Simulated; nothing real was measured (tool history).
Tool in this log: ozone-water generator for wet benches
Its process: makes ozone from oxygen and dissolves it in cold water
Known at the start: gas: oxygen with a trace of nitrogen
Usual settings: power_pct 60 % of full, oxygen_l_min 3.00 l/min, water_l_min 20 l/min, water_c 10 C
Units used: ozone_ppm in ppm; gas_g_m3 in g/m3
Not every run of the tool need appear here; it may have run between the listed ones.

run   hour  power_pct  oxygen_l_min  water_l_min  water_c  ozone_ppm  gas_g_m3
  1    0.0         60          3.00           20       10       12.2     162.0
  2   26.2         60          3.00           20       10       12.5     162.4
  3   58.2         60          3.00           20       10       12.1     161.6
  4  104.1         60          3.00           20       10       12.1     162.5
  5  131.7         60          3.00           20       10       12.1     163.4
  6  177.9         60          3.00           20       10       12.3     160.8
  7  209.5         60          3.00           20       10       12.2     160.2
  8  245.1         60          3.00           20       10       12.2     161.0
  9  267.3         60          3.00           20       10       12.3     160.3
 10  309.7         60          3.00           20       10       12.2     161.0
 11  351.2         60          3.00           30       10        8.3     160.2
 12  391.4         60          3.00           30       10        8.4     159.9
 13  421.4         49          2.22           12        7       16.4     163.7
 14  453.3         49          2.22           12        8       16.0     163.1
 15  475.4         49          2.22           12        8       16.1     162.9
 16  515.1         49          2.22           12        8       16.2     165.4
 17  539.4         49          2.22           20        8       10.0     163.6
 18  562.2         60          4.71           20        7       14.6     132.1
 19  602.0         60          3.00           30        7        8.4     160.6
 20  637.4         55          4.60           25       10       10.7     127.0
 21  667.6         46          3.00           20       10       10.4     138.6
 22  690.9         58          2.52           21       18       10.1     169.7
 23  738.2         58          2.52           21       18       10.1     170.3

Each row is a separate what-if for the run after 23, all from the same tool condition, not one after another. Results?
  A  785.5         60          3.60           26       10          ?         ?
  B  785.5         57          1.84           20       10          ?         ?
  C  785.5         51          2.52           14       10          ?         ?

run  ozone_ppm  gas_g_m3
  A       10.1     146.3
  B        9.9     193.2
  C       14.5     156.4
With no hidden state in the tool, these same runs would have given:
run  ozone_ppm  gas_g_m3
  A       10.5     149.2
  B       10.2     196.8
  C       14.9     159.2
